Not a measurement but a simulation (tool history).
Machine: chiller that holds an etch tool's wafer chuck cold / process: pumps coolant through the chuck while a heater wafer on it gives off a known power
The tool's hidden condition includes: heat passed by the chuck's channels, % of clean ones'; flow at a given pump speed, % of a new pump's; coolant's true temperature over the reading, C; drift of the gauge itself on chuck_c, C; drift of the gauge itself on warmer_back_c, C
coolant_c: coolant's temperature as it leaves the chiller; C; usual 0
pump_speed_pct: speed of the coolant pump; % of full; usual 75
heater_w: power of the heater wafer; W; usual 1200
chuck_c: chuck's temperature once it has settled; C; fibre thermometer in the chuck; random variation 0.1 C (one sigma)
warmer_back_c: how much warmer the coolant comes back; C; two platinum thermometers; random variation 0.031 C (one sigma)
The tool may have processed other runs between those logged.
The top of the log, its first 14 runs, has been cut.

run,hour,coolant_c,pump_speed_pct,heater_w,hours since the coolant was changed and the channels were flushed,hours since the pump was overhauled,hours since the chiller's thermometer was calibrated,chuck_c,warmer_back_c
15,366.6,0,75,720,4153,700,427,7,1.91
16,402.7,0,75,1741,4189,736,463,16.8,4.6
17,426.4,-4,95,772,4212,759,487,2.5,1.53
18,446.4,5,87,1182,4232,779,507,15.7,2.64
19,482.9,9,72,1373,4269,816,543,22.4,3.75
20,501.6,9,72,1373,4288,834,562,22.5,3.78
21,530.1,-4,69,1327,4316,863,590,9.5,3.82
22,549.9,-6,69,947,4336,883,610,3.5,2.79
23,583.2,-6,69,947,4369,916,644,3.7,2.79
24,608.3,-4,75,1200,4394,941,669,7.6,3.22
25,631.9,0,62,872,4418,965,692,9.5,2.8
26,663.7,0,62,872,4450,997,724,9.2,2.84
27,694.4,-1,94,1200,4480,1027,755,9.3,2.47
28,719.7,-1,94,1200,4506,1053,780,9.1,2.52
29,750.8,-1,79,1200,4537,1084,811,10.3,2.99
30,786.6,-1,79,1200,4573,1119,847,10.2,2.97
31,811.4,5,78,607,4597,1144,872,10.6,1.5
32,826.8,5,78,607,4613,1160,887,10.8,1.51

4 ways to go on from here, each from the tool as it stands after run 32. What would each give?
A,856.8,-5,78,877,4643,1190,917,?,?
B,856.8,5,78,1096,4643,1190,917,?,?
C,856.8,-9,81,1197,4643,1190,917,?,?
D,856.8,10,75,1054,4643,1190,917,?,?

run,chuck_c,warmer_back_c
A,3.4,2.24
B,15.3,2.77
C,2.1,2.9
D,20.2,2.8
What these runs would have given with no unlogged condition in the tool:
run,chuck_c,warmer_back_c
A,3.3,2.24
B,15.3,2.77
C,2.1,2.9
D,20.2,2.8
